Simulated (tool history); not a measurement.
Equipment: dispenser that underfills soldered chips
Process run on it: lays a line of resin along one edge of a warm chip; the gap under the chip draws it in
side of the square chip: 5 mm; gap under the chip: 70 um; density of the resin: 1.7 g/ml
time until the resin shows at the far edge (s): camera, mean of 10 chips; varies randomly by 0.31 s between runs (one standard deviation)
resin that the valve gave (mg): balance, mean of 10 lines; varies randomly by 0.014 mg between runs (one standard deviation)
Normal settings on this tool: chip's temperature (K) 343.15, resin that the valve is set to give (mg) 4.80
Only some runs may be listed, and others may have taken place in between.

run,hour,chip's temperature (K),resin that the valve is set to give (mg),time until the resin shows at the far edge (s),resin that the valve gave (mg)
1,0.0,343.15,4.80,10.1,4.75
# hour 4.9: new syringe of resin
2,5.5,343.15,4.80,7.0,4.74
3,9.4,354.15,4.80,5.3,4.75
4,12.7,354.15,4.80,5.7,4.73
5,16.4,354.15,4.80,7.2,4.72
# hour 18.6: new syringe of resin
6,23.6,354.15,4.80,5.0,4.70
7,30.0,343.15,4.56,11.4,4.44
# hour 32.2: new syringe of resin
8,37.8,343.15,4.56,8.4,4.44
9,44.7,343.15,4.56,12.4,4.44
# hour 45.9: new syringe of resin
10,51.2,343.15,4.56,9.0,4.39
11,56.7,343.15,4.56,12.1,4.38
# hour 59.6: new syringe of resin
12,63.1,343.15,4.56,7.7,4.38
13,68.1,343.15,4.56,10.6,4.36
# hour 73.3: new syringe of resin
14,73.8,343.15,4.56,6.9,4.37
# hour 77.4: dispensing valve cleaned and set on the balance
15,80.1,343.15,4.56,8.6,4.59
16,83.7,357.15,4.80,5.1,4.78
# hour 88.1: new syringe of resin
17,90.7,357.15,4.80,4.3,4.80
18,94.1,357.15,4.80,4.6,4.77
19,98.9,342.15,5.44,11.2,5.41
# hour 101.8: new syringe of resin
20,105.5,342.15,4.62,8.7,4.57
21,110.1,342.15,4.62,10.3,4.54
# hour 115.3: new syringe of resin
22,116.1,328.15,4.39,14.4,4.35
23,120.9,328.15,4.39,18.4,4.31
24,125.9,351.15,4.14,7.8,4.06
# hour 128.9: new syringe of resin
25,130.4,343.15,5.97,6.7,5.82
26,136.7,343.15,5.96,9.3,5.81
27,141.1,333.15,4.80,19.0,4.63
# hour 142.8: new syringe of resin
28,146.5,333.15,4.80,12.7,4.64
29,154.0,343.15,4.67,11.2,4.51
# hour 156.3: new syringe of resin
30,160.0,343.15,4.95,7.5,4.75
# hour 163.5: dispensing valve cleaned and set on the balance
31,167.3,343.15,5.17,10.3,5.17
# hour 171.0: new syringe of resin
32,171.4,333.15,5.68,10.5,5.68
33,178.0,333.15,5.68,14.9,5.66
34,183.7,333.15,5.68,19.3,5.66
# hour 184.6: new syringe of resin
35,188.2,333.15,5.68,12.6,5.62

Some steps in time until the resin shows at the far edge (s), run to run, broken into two amounts with sign: the step expected even without the hidden condition (settings, incoming material, random variation), and the rest, left for the hidden condition together with whatever gauge scatter is not in both the measured and the hidden-condition-free result:
Hidden state present: resin's viscosity, % of fresh resin's; dose that the valve gives, % of what is set; true chip temperature over the reading, C; drift of the gauge itself on fill_s, %; drift of the gauge itself on given_mg, %.
Run 23 -> 24: chip's temperature (K) 328.15 -> 351.15, resin that the valve is set to give (mg) 4.39 -> 4.14. time until the resin shows at the far edge (s) -10.6: hidden state +0.1, all else -10.7.
Run 26 -> 27: chip's temperature (K) 343.15 -> 333.15, resin that the valve is set to give (mg) 5.96 -> 4.80. time until the resin shows at the far edge (s) +9.7: hidden state +5.1, all else +4.6.
Run 27 -> 28: new syringe of resin. time until the resin shows at the far edge (s) -6.3: hidden state -6.2, all else -0.1.
Run 34 -> 35: new syringe of resin. time until the resin shows at the far edge (s) -6.7: hidden state -7.0, all else +0.3.
